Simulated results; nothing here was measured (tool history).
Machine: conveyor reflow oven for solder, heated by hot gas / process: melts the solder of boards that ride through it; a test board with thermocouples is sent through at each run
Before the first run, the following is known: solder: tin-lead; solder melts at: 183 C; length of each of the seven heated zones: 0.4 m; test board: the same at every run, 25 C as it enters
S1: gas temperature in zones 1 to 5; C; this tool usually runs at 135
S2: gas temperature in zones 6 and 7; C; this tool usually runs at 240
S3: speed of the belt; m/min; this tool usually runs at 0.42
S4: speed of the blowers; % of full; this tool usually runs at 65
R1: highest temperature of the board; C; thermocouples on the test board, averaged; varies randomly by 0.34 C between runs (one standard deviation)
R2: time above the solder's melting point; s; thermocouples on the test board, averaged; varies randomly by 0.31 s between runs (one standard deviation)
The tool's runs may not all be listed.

{"run": 1, "hour": 0.0, "S1": 135, "S2": 240, "S3": 0.42, "S4": 65, "R1": 222.7, "R2": 90.8}
{"run": 2, "hour": 13.1, "S1": 130, "S2": 240, "S3": 0.42, "S4": 65, "R1": 222.5, "R2": 87.4}
{"run": 3, "hour": 22.6, "S1": 135, "S2": 240, "S3": 0.42, "S4": 65, "R1": 222.9, "R2": 90.8}
{"run": 4, "hour": 34.5, "S1": 149, "S2": 240, "S3": 0.42, "S4": 65, "R1": 225.1, "R2": 99.9}
{"run": 5, "hour": 44.9, "S1": 135, "S2": 240, "S3": 0.42, "S4": 65, "R1": 223, "R2": 91.1}
{"hour": 51.0, "done": "flux residue cleaned out of gas plates and filters"}
{"run": 6, "hour": 60.3, "S1": 135, "S2": 240, "S3": 0.42, "S4": 72, "R1": 223.4, "R2": 91.2}
{"run": 7, "hour": 66.6, "S1": 135, "S2": 240, "S3": 0.42, "S4": 65, "R1": 221.3, "R2": 89}
{"run": 8, "hour": 75.7, "S1": 135, "S2": 240, "S3": 0.42, "S4": 65, "R1": 221.8, "R2": 89.3}
{"run": 9, "hour": 88.6, "S1": 130, "S2": 232, "S3": 0.42, "S4": 65, "R1": 213.1, "R2": 77.6}
{"run": 10, "hour": 96.1, "S1": 130, "S2": 232, "S3": 0.42, "S4": 65, "R1": 213.4, "R2": 77.4}
{"hour": 107.2, "done": "flux residue cleaned out of gas plates and filters, once more"}
{"run": 11, "hour": 107.2, "S1": 130, "S2": 232, "S3": 0.42, "S4": 65, "R1": 217, "R2": 83}
{"run": 12, "hour": 120.0, "S1": 136, "S2": 245, "S3": 0.393, "S4": 65, "R1": 231.3, "R2": 106.3}
{"run": 13, "hour": 131.0, "S1": 136, "S2": 245, "S3": 0.393, "S4": 65, "R1": 231.5, "R2": 107.1}

Alternative continuations, all from the tool just after run 13; predict every row:
{"run": "A", "hour": 140.0, "S1": 136, "S2": 246, "S3": 0.383, "S4": 56, "R1": "?", "R2": "?"}
{"run": "B", "hour": 140.0, "S1": 135, "S2": 240, "S3": 0.37, "S4": 65, "R1": "?", "R2": "?"}
{"run": "C", "hour": 140.0, "S1": 136, "S2": 245, "S3": 0.346, "S4": 65, "R1": "?", "R2": "?"}

run=A R1=230.4 R2=108.5
run=B R1=228 R2=109.7
run=C R1=234.6 R2=124.7
With no hidden state in the tool, these same runs would have given:
run=A R1=231.6 R2=109.1
run=B R1=229.2 R2=110.3
run=C R1=235.8 R2=125.1

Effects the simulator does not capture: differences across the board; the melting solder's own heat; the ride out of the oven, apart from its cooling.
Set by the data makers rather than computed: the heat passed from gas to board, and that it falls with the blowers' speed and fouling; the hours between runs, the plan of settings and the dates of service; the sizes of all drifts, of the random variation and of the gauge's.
